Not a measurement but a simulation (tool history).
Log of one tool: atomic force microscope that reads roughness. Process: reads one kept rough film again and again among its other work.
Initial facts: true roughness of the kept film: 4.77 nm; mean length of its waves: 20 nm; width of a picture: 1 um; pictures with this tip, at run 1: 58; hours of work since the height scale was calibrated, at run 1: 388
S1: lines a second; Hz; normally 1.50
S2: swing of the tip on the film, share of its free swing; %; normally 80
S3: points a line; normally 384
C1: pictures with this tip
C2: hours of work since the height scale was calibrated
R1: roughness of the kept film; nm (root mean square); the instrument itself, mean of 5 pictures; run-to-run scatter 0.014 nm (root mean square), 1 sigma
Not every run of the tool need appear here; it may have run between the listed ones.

| run | day | S1 | S2 | S3 | C1 | C2 | R1 |
|---|---|---|---|---|---|---|---|
| 1 | 0.000 | 1.50 | 80 | 384 | 58 | 388 | 2.970 |
| 2 | 1.775 | 1.50 | 80 | 384 | 138 | 415 | 2.632 |
|  | 2.604 | new tip fitted |
| 3 | 3.750 | 1.50 | 80 | 670 | 52 | 445 | 2.990 |
|  | 6.350 | new tip fitted |
| 4 | 6.804 | 1.50 | 56 | 670 | 21 | 491 | 3.507 |
| 5 | 8.229 | 1.50 | 80 | 384 | 86 | 513 | 2.739 |
|  | 10.196 | new tip fitted |
| 6 | 10.367 | 1.50 | 80 | 384 | 8 | 545 | 3.245 |
| 7 | 12.388 | 1.50 | 80 | 384 | 100 | 576 | 2.719 |
|  | 14.058 | new tip fitted |
| 8 | 15.075 | 1.50 | 71 | 384 | 47 | 616 | 3.159 |
| 9 | 17.329 | 1.50 | 71 | 384 | 149 | 651 | 2.630 |
|  | 17.925 | new tip fitted |
| 10 | 19.662 | 2.05 | 80 | 384 | 79 | 686 | 2.649 |
|  | 21.767 | new tip fitted |
| 11 | 22.400 | 2.05 | 80 | 384 | 29 | 727 | 2.966 |
| 12 | 24.033 | 2.05 | 59 | 384 | 103 | 752 | 2.995 |
|  | 25.579 | new tip fitted |
| 13 | 26.704 | 3.48 | 80 | 384 | 51 | 793 | 2.546 |
| 14 | 28.979 | 1.50 | 87 | 384 | 154 | 827 | 2.406 |
|  | 29.388 | new tip fitted |
| 15 | 31.617 | 0.82 | 67 | 534 | 101 | 867 | 3.049 |
|  | 33.304 | new tip fitted |
| 16 | 33.700 | 0.82 | 67 | 534 | 18 | 899 | 3.497 |
| 17 | 36.162 | 2.67 | 57 | 758 | 130 | 936 | 2.840 |
|  | 37.275 | new tip fitted |
| 18 | 39.167 | 2.67 | 57 | 758 | 86 | 982 | 3.019 |
|  | 41.000 | new tip fitted |
| 19 | 41.000 | 2.67 | 57 | 758 | 0 | 1009 | 3.577 |
| 20 | 44.046 | 2.67 | 58 | 758 | 138 | 1056 | 2.824 |
|  | 44.917 | new tip fitted |
| 21 | 46.392 | 1.50 | 69 | 384 | 68 | 1091 | 3.094 |
| 22 | 47.771 | 1.50 | 69 | 384 | 130 | 1112 | 2.822 |
|  | 48.729 | new tip fitted |
| 23 | 49.858 | 3.23 | 80 | 913 | 51 | 1144 | 2.645 |
| 24 | 52.267 | 0.77 | 59 | 626 | 160 | 1180 | 2.906 |
|  | 52.604 | new tip fitted |
| 25 | 54.021 | 0.77 | 59 | 626 | 64 | 1207 | 3.367 |
| 26 | 56.012 | 1.20 | 80 | 384 | 155 | 1237 | 2.630 |
|  | 56.471 | new tip fitted |
| 27 | 59.058 | 3.10 | 80 | 258 | 117 | 1283 | 2.314 |
|  | 60.217 | new tip fitted |
| 28 | 61.604 | 3.10 | 56 | 366 | 63 | 1322 | 3.141 |

4 ways to go on from here, each from the tool as it stands after run 28. What would each give?
| A | 63.542 | 0.90 | 56 | 366 | 151 | 1351 | ? |
| B | 63.542 | 3.87 | 62 | 508 | 151 | 1351 | ? |
| C | 63.542 | 1.50 | 82 | 1009 | 151 | 1351 | ? |
| D | 63.542 | 0.93 | 56 | 366 | 151 | 1351 | ? |

| run | R1 |
|---|---|
| A | 2.858 |
| B | 2.566 |
| C | 2.543 |
| D | 2.855 |
What these runs would have given with no unlogged condition in the tool:
| run | R1 |
|---|---|
| A | 3.715 |
| B | 3.340 |
| C | 3.305 |
| D | 3.714 |
